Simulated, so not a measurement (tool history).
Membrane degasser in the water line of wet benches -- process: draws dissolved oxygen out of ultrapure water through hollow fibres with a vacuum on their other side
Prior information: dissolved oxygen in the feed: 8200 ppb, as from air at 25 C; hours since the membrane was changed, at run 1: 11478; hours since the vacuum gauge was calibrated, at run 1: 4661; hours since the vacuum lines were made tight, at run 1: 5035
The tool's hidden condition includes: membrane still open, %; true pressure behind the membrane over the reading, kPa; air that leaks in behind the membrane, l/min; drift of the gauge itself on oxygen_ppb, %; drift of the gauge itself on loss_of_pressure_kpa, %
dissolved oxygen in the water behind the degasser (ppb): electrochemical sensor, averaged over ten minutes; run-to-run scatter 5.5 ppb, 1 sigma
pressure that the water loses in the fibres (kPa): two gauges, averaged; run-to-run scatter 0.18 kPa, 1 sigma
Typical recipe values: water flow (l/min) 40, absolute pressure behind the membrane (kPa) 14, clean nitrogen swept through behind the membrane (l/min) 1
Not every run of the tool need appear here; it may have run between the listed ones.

run	hour	water flow (l/min)	absolute pressure behind the membrane (kPa)	clean nitrogen swept through behind the membrane (l/min)	hours since the membrane was changed	hours since the vacuum gauge was calibrated	hours since the vacuum lines were made tight	dissolved oxygen in the water behind the degasser (ppb)	pressure that the water loses in the fibres (kPa)
1	0	40	14	1	11478	4661	5035	848.9	30.9
2	333.4	40	14	1	11811	4994	5369	843.6	31.09
3	476.9	40	14	1	11955	5138	5512	840.5	31.19
# hour 501.7: membrane cartridge changed
4	670.9	40	14	1	169	5328	5702	859.1	31.02
# hour 832: seals of the vacuum lines changed
5	867.2	40	25.7	1	364	5522	35	1578.7	31.26
6	1007.4	40	25.7	1	504	5662	175	1582.2	31.3
7	1228.2	40	25.7	1	725	5883	396	1577	30.92
# hour 1325.2: vacuum gauge calibrated
8	1491	40	14	0.89	987	166	658	916	31.36
9	1683	40	26.1	1	1179	358	850	1586.6	31.29
10	1867.1	40	26.1	1	1363	542	1035	1589.2	31.39
11	2012.8	40	26.1	1	1509	688	1180	1602.6	31.54
12	2270.8	27	23.5	1.1	1767	946	1438	982.3	21.11
13	2555.8	27	10.5	0.73	2052	1231	1723	527.9	21.21
14	2725.5	27	10.5	0.73	2221	1400	1893	531.2	21.22
# hour 2924.5: gauge calibrated
15	3022.6	27	10.5	0.73	2518	1697	2190	526.4	21.05
16	3318.1	48	10.9	1.3	2814	1993	2486	642.3	37.02
17	3532.9	59	11.9	0.47	3029	2208	2700	1518.3	46.26
18	3716.9	32	11.9	2.81	3213	2392	2884	249.7	24.87
19	3983.6	32	33.9	2.81	3479	2658	3151	767.6	24.87

Predict each of these 5 candidate next runs independently; none follows another, all start after run 19:
A	4235.5	40	30.8	1	3731	2910	3403	?	?
B	4235.5	40	30.1	1	3731	2910	3403	?	?
C	4235.5	29	9.3	1.03	3731	2910	3403	?	?
D	4235.5	46	14	0.5	3731	2910	3403	?	?
E	4235.5	25	11.4	0.87	3731	2910	3403	?	?

run	dissolved oxygen in the water behind the degasser (ppb)	pressure that the water loses in the fibres (kPa)
A	1840.5	31.3
B	1812.9	31.31
C	368.4	22.86
D	1465.8	35.86
E	482.9	19.37
The same runs, with their run-to-run variation unchanged, on a tool lacking any hidden condition would have given:
run	dissolved oxygen in the water behind the degasser (ppb)	pressure that the water loses in the fibres (kPa)
A	1839.8	30.87
B	1812.2	30.87
C	367.9	22.55
D	1464.9	35.36
E	482.4	19.1

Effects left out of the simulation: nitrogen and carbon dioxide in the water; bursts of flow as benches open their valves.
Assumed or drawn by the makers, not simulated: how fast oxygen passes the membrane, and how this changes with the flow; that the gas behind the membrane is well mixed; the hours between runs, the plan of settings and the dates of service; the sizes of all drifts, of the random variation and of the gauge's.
